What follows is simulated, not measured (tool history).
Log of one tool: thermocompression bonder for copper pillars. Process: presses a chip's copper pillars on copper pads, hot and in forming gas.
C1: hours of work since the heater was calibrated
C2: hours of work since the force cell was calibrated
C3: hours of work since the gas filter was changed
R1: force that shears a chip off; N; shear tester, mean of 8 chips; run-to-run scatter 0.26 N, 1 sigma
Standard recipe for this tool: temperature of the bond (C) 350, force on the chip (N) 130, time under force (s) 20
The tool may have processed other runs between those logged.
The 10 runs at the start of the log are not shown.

{"run": 11, "hour": 533.9, "temperature of the bond (C)": 350, "force on the chip (N)": 90, "time under force (s)": 20, "C1": 643, "C2": 141, "C3": 59, "R1": 47.5}
{"run": 12, "hour": 577.2, "temperature of the bond (C)": 350, "force on the chip (N)": 130, "time under force (s)": 58, "C1": 662, "C2": 160, "C3": 77, "R1": 87.7}
{"run": 13, "hour": 634.8, "temperature of the bond (C)": 350, "force on the chip (N)": 130, "time under force (s)": 58, "C1": 686, "C2": 184, "C3": 102, "R1": 87.5}
{"run": 14, "hour": 683.9, "temperature of the bond (C)": 350, "force on the chip (N)": 130, "time under force (s)": 58, "C1": 707, "C2": 205, "C3": 123, "R1": 87}
{"run": 15, "hour": 736.9, "temperature of the bond (C)": 350, "force on the chip (N)": 130, "time under force (s)": 58, "C1": 730, "C2": 228, "C3": 146, "R1": 87.2}
{"run": 16, "hour": 793.4, "temperature of the bond (C)": 350, "force on the chip (N)": 130, "time under force (s)": 37, "C1": 754, "C2": 252, "C3": 170, "R1": 76.9}
{"run": 17, "hour": 859.1, "temperature of the bond (C)": 350, "force on the chip (N)": 130, "time under force (s)": 20, "C1": 782, "C2": 280, "C3": 198, "R1": 62.8}
{"run": 18, "hour": 898.9, "temperature of the bond (C)": 350, "force on the chip (N)": 130, "time under force (s)": 20, "C1": 799, "C2": 297, "C3": 215, "R1": 62.2}
{"run": 19, "hour": 962.2, "temperature of the bond (C)": 350, "force on the chip (N)": 130, "time under force (s)": 20, "C1": 826, "C2": 324, "C3": 242, "R1": 62.5}
{"run": 20, "hour": 1032.6, "temperature of the bond (C)": 350, "force on the chip (N)": 130, "time under force (s)": 13, "C1": 856, "C2": 354, "C3": 272, "R1": 53.6}
{"run": 21, "hour": 1073.0, "temperature of the bond (C)": 350, "force on the chip (N)": 130, "time under force (s)": 13, "C1": 874, "C2": 371, "C3": 289, "R1": 52.9}
{"hour": 1078.5, "done": "forming gas filter changed"}
{"run": 22, "hour": 1119.5, "temperature of the bond (C)": 350, "force on the chip (N)": 91, "time under force (s)": 25, "C1": 893, "C2": 391, "C3": 18, "R1": 54}
{"run": 23, "hour": 1158.0, "temperature of the bond (C)": 333, "force on the chip (N)": 82, "time under force (s)": 15, "C1": 910, "C2": 408, "C3": 34, "R1": 34.2}
{"run": 24, "hour": 1224.2, "temperature of the bond (C)": 333, "force on the chip (N)": 82, "time under force (s)": 15, "C1": 938, "C2": 436, "C3": 62, "R1": 34.1}

Predict the results of run 25:
{"run": 25, "hour": 1294.2, "temperature of the bond (C)": 358, "force on the chip (N)": 155, "time under force (s)": 53, "C1": 968, "C2": 466, "C3": 92, "R1": "?"}

R1: 99.9 N
Without the tool's hidden state the same run would have given R1 96.2 N.
